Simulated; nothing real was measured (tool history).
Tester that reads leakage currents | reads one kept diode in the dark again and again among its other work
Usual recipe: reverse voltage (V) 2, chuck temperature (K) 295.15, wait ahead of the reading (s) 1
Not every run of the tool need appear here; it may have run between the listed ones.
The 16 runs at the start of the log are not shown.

run,hour,reverse voltage (V),chuck temperature (K),wait ahead of the reading (s),current that the tester gives (pA)
17,524.4,2,295.15,1,68.88
18,548.6,2,295.15,1,68.48
19,572.9,2,295.15,8.81,67.84
20,605.6,2,295.15,8.81,68.12
21,636.7,2,301.15,2.2,105.08
# hour 641.4: chuck's temperature calibrated
22,662.9,2,318.15,1,324.52
23,690.9,1.25,304.15,5.33,96.34
24,732.6,2,311.15,0.73,204.77
# hour 770.5: probe card cleaned and baked
# hour 774.5: chuck's temperature calibrated, once more
25,784.6,2.5,320.15,1.86,445.01
26,829.1,2.58,306.15,1.07,176.51
27,864,16.5,323.15,1,1546.15
28,885.2,16.5,323.15,1,1540.63
29,916.5,2,299.15,2.64,92.15
30,955,2,295.15,0.53,68.92
31,988.1,17.64,295.15,0.53,242.18

Predict the results of run 32:
32,1008.5,6.32,307.15,0.62,?

Run 32 measured current that the tester gives (pA) 313.9.
Without the tool's hidden state the same run would have given current that the tester gives (pA) 314.99.
